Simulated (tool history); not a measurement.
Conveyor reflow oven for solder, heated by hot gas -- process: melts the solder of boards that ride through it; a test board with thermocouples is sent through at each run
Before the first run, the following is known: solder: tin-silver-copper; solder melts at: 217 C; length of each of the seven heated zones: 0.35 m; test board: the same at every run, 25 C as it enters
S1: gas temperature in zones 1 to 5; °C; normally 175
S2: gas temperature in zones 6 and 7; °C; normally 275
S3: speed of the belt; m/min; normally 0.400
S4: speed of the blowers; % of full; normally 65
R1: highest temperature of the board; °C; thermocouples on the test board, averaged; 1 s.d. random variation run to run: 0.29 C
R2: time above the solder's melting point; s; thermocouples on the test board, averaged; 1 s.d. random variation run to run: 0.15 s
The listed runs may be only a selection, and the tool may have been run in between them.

{"run": 1, "hour": 0.0, "S1": 175, "S2": 275, "S3": 0.4, "S4": 65, "R1": 261.0, "R2": 88.4}
{"run": 2, "hour": 29.3, "S1": 175, "S2": 275, "S3": 0.4, "S4": 65, "R1": 261.0, "R2": 88.2}
{"run": 3, "hour": 59.5, "S1": 188, "S2": 275, "S3": 0.4, "S4": 65, "R1": 262.6, "R2": 96.2}
{"run": 4, "hour": 76.1, "S1": 175, "S2": 275, "S3": 0.4, "S4": 71, "R1": 261.5, "R2": 89.7}
{"run": 5, "hour": 106.1, "S1": 175, "S2": 275, "S3": 0.4, "S4": 71, "R1": 262.1, "R2": 89.2}
{"run": 6, "hour": 128.6, "S1": 175, "S2": 275, "S3": 0.4, "S4": 71, "R1": 261.8, "R2": 89.4}
{"run": 7, "hour": 147.9, "S1": 175, "S2": 275, "S3": 0.4, "S4": 65, "R1": 259.9, "R2": 87.8}
{"run": 8, "hour": 174.0, "S1": 175, "S2": 275, "S3": 0.363, "S4": 65, "R1": 263.0, "R2": 99.7}
{"run": 9, "hour": 195.5, "S1": 175, "S2": 275, "S3": 0.363, "S4": 65, "R1": 262.1, "R2": 99.8}
{"run": 10, "hour": 216.9, "S1": 175, "S2": 275, "S3": 0.363, "S4": 65, "R1": 263.1, "R2": 99.7}
{"hour": 243.6, "done": "flux residue cleaned out of gas plates and filters"}
{"run": 11, "hour": 244.7, "S1": 175, "S2": 275, "S3": 0.363, "S4": 65, "R1": 262.3, "R2": 99.2}
{"run": 12, "hour": 259.9, "S1": 175, "S2": 275, "S3": 0.4, "S4": 65, "R1": 259.9, "R2": 87.1}
{"run": 13, "hour": 294.0, "S1": 175, "S2": 271, "S3": 0.376, "S4": 82, "R1": 260.9, "R2": 94.9}
{"run": 14, "hour": 313.9, "S1": 175, "S2": 271, "S3": 0.376, "S4": 82, "R1": 260.3, "R2": 94.8}
{"run": 15, "hour": 338.4, "S1": 175, "S2": 282, "S3": 0.4, "S4": 76, "R1": 267.5, "R2": 93.7}
{"run": 16, "hour": 364.6, "S1": 175, "S2": 282, "S3": 0.4, "S4": 76, "R1": 268.0, "R2": 93.5}
{"run": 17, "hour": 388.3, "S1": 175, "S2": 271, "S3": 0.4, "S4": 76, "R1": 257.7, "R2": 86.3}
{"run": 18, "hour": 414.0, "S1": 176, "S2": 267, "S3": 0.395, "S4": 72, "R1": 253.1, "R2": 84.1}
{"run": 19, "hour": 428.2, "S1": 176, "S2": 267, "S3": 0.395, "S4": 72, "R1": 253.4, "R2": 84.2}
{"hour": 447.8, "done": "flux residue cleaned out of gas plates and filters, once more"}
{"run": 20, "hour": 460.4, "S1": 172, "S2": 267, "S3": 0.395, "S4": 72, "R1": 255.0, "R2": 84.6}

For run 21, what comes out?
{"run": 21, "hour": 488.5, "S1": 179, "S2": 284, "S3": 0.4, "S4": 87, "R1": "?", "R2": "?"}

{"run 21": {"R1": 273.2, "R2": 99.0}}
Had the tool carried no hidden state, the very same run would have given R1 275.8 °C, R2 99.1 s.
